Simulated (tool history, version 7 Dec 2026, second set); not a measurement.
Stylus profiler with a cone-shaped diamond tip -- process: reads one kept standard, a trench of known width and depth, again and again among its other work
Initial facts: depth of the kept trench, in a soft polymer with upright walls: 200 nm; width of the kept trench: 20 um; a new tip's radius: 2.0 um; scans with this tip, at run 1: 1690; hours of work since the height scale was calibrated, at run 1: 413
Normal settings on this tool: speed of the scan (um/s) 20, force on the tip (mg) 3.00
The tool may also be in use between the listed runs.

run   hour  speed of the scan (um/s)  force on the tip (mg)  scans with this tip  hours of work since the height scale was calibrated  depth of the trench (angstrom)  width of the trench's floor (um)
  1    0.0                        20                   3.00                 1690                                                  413                          2037.8                             18.08
  2    8.5                        20                   3.00                 1714                                                  419                          2036.4                             18.12
  3   18.9                        20                   3.00                 1742                                                  426                          2037.0                             18.13
  4   29.6                        20                   3.00                 1772                                                  433                          2037.6                             18.05
  5   36.7                        20                   3.00                 1791                                                  438                          2035.5                             18.10
  6   52.3                        20                   3.00                 1834                                                  448                          2036.3                             18.05
  7   60.2                        20                   3.00                 1856                                                  454                          2036.9                             18.08
  8   68.1                        20                   2.38                 1877                                                  459                          2033.9                             18.03
  9   77.7                        20                   2.38                 1904                                                  465                          2030.9                             18.03
 10   90.1                        20                   3.00                 1938                                                  474                          2036.2                             18.09
 11  102.5                        20                   3.00                 1972                                                  482                          2037.2                             18.10
 12  118.6                        20                   3.00                 2016                                                  493                          2038.8                             18.07
 13  134.2                        20                   3.00                 2058                                                  503                          2036.9                             18.05
 14  141.8                        20                   3.00                 2079                                                  508                          2037.1                             18.05
 15  150.3                        20                   7.51                 2103                                                  514                          2063.6                             18.13
 16  162.7                        20                   8.17                 2137                                                  522                          2068.6                             18.08
 17  175.8                        20                   8.17                 2173                                                  531                          2068.7                             18.06
 18  189.0                        20                   8.17                 2209                                                  540                          2067.2                             18.07
 19  196.0                        20                   1.19                 2228                                                  545                          2021.8                             17.98
 20  211.9                        80                   3.00                 2272                                                  555                          2036.5                             17.70
 21  223.7                        80                   2.16                 2304                                                  563                          2031.3                             17.68
 22  230.6                        80                   2.16                 2323                                                  568                          2033.0                             17.65
 23  238.7                        21                   1.23                 2345                                                  573                          2024.2                             17.99
 24  249.3                        16                   5.63                 2374                                                  581                          2053.8                             18.06
 25  256.3                        16                   5.63                 2394                                                  585                          2055.2                             18.07
 26  269.9                        36                   5.78                 2431                                                  594                          2055.7                             18.00
 27  282.4                        37                   1.36                 2465                                                  603                          2023.7                             17.86
 28  292.1                        42                   4.42                 2492                                                  609                          2047.9                             17.95
 29  302.5                         8                   1.27                 2520                                                  616                          2024.3                             18.10
 30  315.9                        23                   1.42                 2557                                                  625                          2023.3                             17.98
 31  326.8                         9                   8.50                 2587                                                  632                          2070.0                             18.15
 32  334.6                        13                   8.31                 2608                                                  638                          2069.4                             18.10
 33  348.4                        13                   8.31                 2646                                                  647                          2069.3                             18.10
 34  363.4                        13                   8.31                 2687                                                  657                          2071.4                             18.12
 35  374.8                        13                   8.31                 2719                                                  665                          2073.2                             18.10
 36  390.1                        13                   8.31                 2761                                                  675                          2069.7                             18.12
 37  405.7                        13                   8.31                 2803                                                  685                          2069.5                             18.09
 38  415.8                        38                   3.00                 2831                                                  692                          2038.3                             17.97
 39  429.4                        38                   3.00                 2868                                                  701                          2038.8                             17.94
 40  437.7                        38                   3.00                 2891                                                  707                          2038.9                             17.96
 41  446.4                        10                   3.55                 2915                                                  713                          2042.6                             18.05
 42  456.3                        44                   5.90                 2942                                                  719                          2058.1                             18.04
 43  463.9                         7                   5.07                 2963                                                  724                          2053.7                             18.16

Consider 4 possible next runs. They are alternatives, not a sequence: every one starts from the tool as it was left by run 43. What does each give?
  A  479.6                         7                   2.43                 3006                                                  735                               ?                                 ?
  B  479.6                        12                   2.49                 3006                                                  735                               ?                                 ?
  C  479.6                         5                   6.65                 3006                                                  735                               ?                                 ?
  D  479.6                        20                   1.39                 3006                                                  735                               ?                                 ?

run  depth of the trench (angstrom)  width of the trench's floor (um)
  A                          2036.9                             18.07
  B                          2034.9                             18.11
  C                          2061.5                             18.10
  D                          2027.1                             18.01
Stripped of hidden state, with their random variation kept, the same runs would have yielded:
run  depth of the trench (angstrom)  width of the trench's floor (um)
  A                          2029.9                             18.18
  B                          2028.0                             18.23
  C                          2054.4                             18.21
  D                          2020.2                             18.13

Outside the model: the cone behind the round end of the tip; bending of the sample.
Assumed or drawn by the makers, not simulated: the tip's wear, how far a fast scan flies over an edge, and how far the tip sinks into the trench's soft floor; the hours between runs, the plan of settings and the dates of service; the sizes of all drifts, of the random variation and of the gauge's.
